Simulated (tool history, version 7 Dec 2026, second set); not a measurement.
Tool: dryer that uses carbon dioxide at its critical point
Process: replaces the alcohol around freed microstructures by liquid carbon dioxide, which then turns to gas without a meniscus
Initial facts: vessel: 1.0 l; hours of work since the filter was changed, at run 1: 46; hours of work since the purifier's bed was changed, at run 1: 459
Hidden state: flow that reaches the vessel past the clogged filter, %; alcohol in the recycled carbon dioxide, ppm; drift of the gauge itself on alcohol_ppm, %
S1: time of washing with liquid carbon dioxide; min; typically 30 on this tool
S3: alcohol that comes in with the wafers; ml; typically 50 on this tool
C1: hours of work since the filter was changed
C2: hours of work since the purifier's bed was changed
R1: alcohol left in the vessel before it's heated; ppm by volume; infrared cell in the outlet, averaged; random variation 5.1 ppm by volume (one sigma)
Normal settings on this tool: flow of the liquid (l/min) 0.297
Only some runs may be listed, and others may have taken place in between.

run 1 hour=0 | S1=30 flow_of_the_liquid_(l/min)=0.297 S3=50 | C1=46 C2=459 | R1=200
run 2 hour=11.5 | S1=30 flow_of_the_liquid_(l/min)=0.297 S3=28 | C1=52 C2=465 | R1=173
run 3 hour=24 | S1=28 flow_of_the_liquid_(l/min)=0.297 S3=28 | C1=60 C2=472 | R1=194
run 4 hour=37.9 | S1=35 flow_of_the_liquid_(l/min)=0.297 S3=50 | C1=68 C2=481 | R1=170
run 5 hour=54 | S1=18 flow_of_the_liquid_(l/min)=0.297 S3=50 | C1=77 C2=490 | R1=1028
run 6 hour=67.1 | S1=18 flow_of_the_liquid_(l/min)=0.297 S3=50 | C1=85 C2=497 | R1=1064
run 7 hour=86.3 | S1=30 flow_of_the_liquid_(l/min)=0.365 S3=20 | C1=96 C2=509 | R1=161

Run 8, settings as shown, results not yet in. Your forecast:
run 8 hour=99.2 | S1=30 flow_of_the_liquid_(l/min)=0.365 S3=20 | C1=103 C2=516 | R1=?

R1: 167 ppm by volume
With no hidden state in the tool, this same run would have given R1 13 ppm by volume.
